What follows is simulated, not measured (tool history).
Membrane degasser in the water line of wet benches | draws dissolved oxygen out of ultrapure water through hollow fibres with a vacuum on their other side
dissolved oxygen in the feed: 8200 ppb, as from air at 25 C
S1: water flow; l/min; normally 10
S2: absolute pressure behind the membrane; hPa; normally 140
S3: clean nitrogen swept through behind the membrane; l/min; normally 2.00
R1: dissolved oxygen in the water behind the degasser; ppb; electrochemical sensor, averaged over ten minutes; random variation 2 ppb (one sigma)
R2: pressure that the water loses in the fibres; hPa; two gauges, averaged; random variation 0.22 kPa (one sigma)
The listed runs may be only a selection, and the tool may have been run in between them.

{"run": 1, "hour": 0.0, "S1": 10, "S2": 140, "S3": 2.0, "R1": 192.2, "R2": 521.6}
{"run": 2, "hour": 86.6, "S1": 10, "S2": 140, "S3": 2.0, "R1": 197.1, "R2": 522.2}
{"run": 3, "hour": 234.5, "S1": 10, "S2": 140, "S3": 2.0, "R1": 196.0, "R2": 523.5}
{"run": 4, "hour": 378.7, "S1": 10, "S2": 129, "S3": 2.0, "R1": 181.9, "R2": 522.4}
{"run": 5, "hour": 514.9, "S1": 10, "S2": 338, "S3": 2.0, "R1": 428.4, "R2": 520.1}
{"run": 6, "hour": 617.8, "S1": 10, "S2": 338, "S3": 2.0, "R1": 421.4, "R2": 517.9}
{"run": 7, "hour": 764.6, "S1": 10, "S2": 338, "S3": 2.0, "R1": 418.3, "R2": 518.7}
{"run": 8, "hour": 859.2, "S1": 10, "S2": 163, "S3": 2.0, "R1": 225.2, "R2": 521.3}
{"run": 9, "hour": 921.9, "S1": 10, "S2": 163, "S3": 2.0, "R1": 225.5, "R2": 516.1}
{"run": 10, "hour": 1002.7, "S1": 10, "S2": 163, "S3": 2.0, "R1": 222.2, "R2": 523.0}
{"run": 11, "hour": 1073.7, "S1": 10, "S2": 163, "S3": 2.0, "R1": 221.0, "R2": 517.6}
{"run": 12, "hour": 1140.1, "S1": 10, "S2": 140, "S3": 2.0, "R1": 195.3, "R2": 518.5}
{"run": 13, "hour": 1249.1, "S1": 10, "S2": 140, "S3": 2.0, "R1": 197.4, "R2": 518.0}
{"run": 14, "hour": 1390.9, "S1": 10, "S2": 140, "S3": 2.0, "R1": 195.9, "R2": 517.4}
{"run": 15, "hour": 1521.2, "S1": 10, "S2": 140, "S3": 2.0, "R1": 197.9, "R2": 515.9}
{"run": 16, "hour": 1585.6, "S1": 13, "S2": 140, "S3": 2.0, "R1": 282.2, "R2": 670.0}
{"run": 17, "hour": 1647.5, "S1": 10, "S2": 146, "S3": 1.02, "R1": 316.6, "R2": 518.1}
{"run": 18, "hour": 1789.8, "S1": 10, "S2": 140, "S3": 3.38, "R1": 144.4, "R2": 516.8}
{"run": 19, "hour": 1939.3, "S1": 14, "S2": 140, "S3": 2.0, "R1": 313.7, "R2": 723.7}
{"run": 20, "hour": 2044.5, "S1": 7, "S2": 140, "S3": 1.44, "R1": 151.4, "R2": 361.9}
{"run": 21, "hour": 2165.7, "S1": 14, "S2": 284, "S3": 2.12, "R1": 515.8, "R2": 717.9}
{"run": 22, "hour": 2286.8, "S1": 14, "S2": 284, "S3": 2.12, "R1": 513.8, "R2": 718.3}
{"run": 23, "hour": 2363.6, "S1": 13, "S2": 234, "S3": 1.39, "R1": 538.1, "R2": 666.4}
{"run": 24, "hour": 2457.9, "S1": 13, "S2": 234, "S3": 1.39, "R1": 535.8, "R2": 668.2}
{"run": 25, "hour": 2606.7, "S1": 9, "S2": 234, "S3": 2.08, "R1": 255.3, "R2": 464.8}
{"run": 26, "hour": 2684.8, "S1": 7, "S2": 140, "S3": 2.0, "R1": 118.8, "R2": 358.7}
{"run": 27, "hour": 2804.2, "S1": 7, "S2": 140, "S3": 4.3, "R1": 69.7, "R2": 355.3}
{"hour": 2831.6, "done": "vacuum gauge calibrated"}
{"run": 28, "hour": 2941.4, "S1": 10, "S2": 171, "S3": 4.28, "R1": 146.9, "R2": 514.1}
{"run": 29, "hour": 3052.9, "S1": 10, "S2": 141, "S3": 1.14, "R1": 283.2, "R2": 509.4}
{"run": 30, "hour": 3150.8, "S1": 10, "S2": 141, "S3": 1.14, "R1": 285.2, "R2": 509.4}
{"run": 31, "hour": 3287.9, "S1": 6, "S2": 216, "S3": 0.87, "R1": 312.3, "R2": 308.6}

Branching from run 31: 4 alternative next runs. What would each branch give?
{"run": "A", "hour": 3368.1, "S1": 14, "S2": 193, "S3": 2.48, "R1": "?", "R2": "?"}
{"run": "B", "hour": 3368.1, "S1": 7, "S2": 219, "S3": 0.89, "R1": "?", "R2": "?"}
{"run": "C", "hour": 3368.1, "S1": 11, "S2": 140, "S3": 2.0, "R1": "?", "R2": "?"}
{"run": "D", "hour": 3368.1, "S1": 11, "S2": 140, "S3": 2.35, "R1": "?", "R2": "?"}

run=A R1=348.2 R2=718.0
run=B R1=366.9 R2=356.9
run=C R1=221.7 R2=561.4
run=D R1=206.1 R2=559.3
With no hidden state in the tool, these same runs would have given:
run=A R1=347.8 R2=732.5
run=B R1=366.4 R2=364.1
run=C R1=221.4 R2=572.7
run=D R1=205.8 R2=570.6
